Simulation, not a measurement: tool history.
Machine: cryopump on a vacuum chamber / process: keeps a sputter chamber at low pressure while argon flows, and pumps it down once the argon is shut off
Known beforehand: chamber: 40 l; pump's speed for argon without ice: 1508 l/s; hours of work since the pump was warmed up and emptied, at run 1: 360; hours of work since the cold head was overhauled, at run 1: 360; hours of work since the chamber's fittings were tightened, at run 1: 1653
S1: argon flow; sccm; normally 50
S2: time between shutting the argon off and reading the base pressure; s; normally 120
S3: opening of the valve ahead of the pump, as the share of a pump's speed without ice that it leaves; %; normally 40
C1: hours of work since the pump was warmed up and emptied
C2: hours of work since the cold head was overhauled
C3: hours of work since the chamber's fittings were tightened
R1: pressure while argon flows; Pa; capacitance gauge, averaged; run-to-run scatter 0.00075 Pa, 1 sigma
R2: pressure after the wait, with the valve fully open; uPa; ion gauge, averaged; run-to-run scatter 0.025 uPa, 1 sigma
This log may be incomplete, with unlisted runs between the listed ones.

run 1 hour=0 | S1=50 S2=120 S3=40 | C1=360 C2=360 C3=1653 | R1=0.1464 R2=1.34
run 2 hour=61.7 | S1=50 S2=120 S3=40 | C1=404 C2=404 C3=1697 | R1=0.1484 R2=1.36
run 3 hour=117.5 | S1=50 S2=120 S3=40 | C1=445 C2=445 C3=1738 | R1=0.1478 R2=1.31
run 4 hour=238.9 | S1=50 S2=43 S3=40 | C1=533 C2=533 C3=1826 | R1=0.1501 R2=2.68
run 5 hour=311 | S1=50 S2=43 S3=40 | C1=585 C2=585 C3=1878 | R1=0.1513 R2=2.82
run 6 hour=429.8 | S1=50 S2=120 S3=40 | C1=671 C2=671 C3=1964 | R1=0.1544 R2=1.47
run 7 hour=526.7 | S1=50 S2=120 S3=40 | C1=741 C2=741 C3=2034 | R1=0.1553 R2=1.43
run 8 hour=618.6 | S1=50 S2=31 S3=40 | C1=808 C2=808 C3=2101 | R1=0.1567 R2=3.66
run 9 hour=741.5 | S1=50 S2=31 S3=40 | C1=897 C2=897 C3=2190 | R1=0.1588 R2=3.68
run 10 hour=808.5 | S1=43 S2=225 S3=40 | C1=945 C2=945 C3=2238 | R1=0.1361 R2=1.17
run 11 hour=877 | S1=43 S2=99 S3=58 | C1=995 C2=995 C3=2288 | R1=0.1014 R2=1.7
run 12 hour=964.3 | S1=43 S2=99 S3=33 | C1=1058 C2=1058 C3=2351 | R1=0.1644 R2=1.7
run 13 hour=1056.2 | S1=43 S2=269 S3=18 | C1=1124 C2=1124 C3=2417 | R1=0.2876 R2=1.18
-- hour=1087 pump warmed up, emptied and cooled again
run 14 hour=1116.1 | S1=43 S2=27 S3=27 | C1=21 C2=1164 C3=2457 | R1=0.1802 R2=4.03
-- hour=1213.6 leaking fittings of the chamber tightened, without venting
run 15 hour=1214.2 | S1=43 S2=27 S3=27 | C1=91 C2=1234 C3=0 | R1=0.1812 R2=3.65
run 16 hour=1294.7 | S1=50 S2=143 S3=40 | C1=149 C2=1292 C3=59 | R1=0.1431 R2=0.86
run 17 hour=1415.1 | S1=50 S2=143 S3=40 | C1=236 C2=1379 C3=146 | R1=0.1455 R2=0.85

What if the next run were any one of these 3? Each begins from the tool's condition after run 17:
run A hour=1515.2 | S1=34 S2=71 S3=29 | C1=308 C2=1451 C3=218 | R1=? R2=?
run B hour=1515.2 | S1=50 S2=143 S3=25 | C1=308 C2=1451 C3=218 | R1=? R2=?
run C hour=1515.2 | S1=50 S2=24 S3=16 | C1=308 C2=1451 C3=218 | R1=? R2=?

run=A R1=0.1351 R2=1.63
run=B R1=0.2313 R2=0.89
run=C R1=0.3566 R2=4.19
Without the tool's hidden state the same runs would have given:
run=A R1=0.1311 R2=1.56
run=B R1=0.2254 R2=0.83
run=C R1=0.3507 R2=4.13
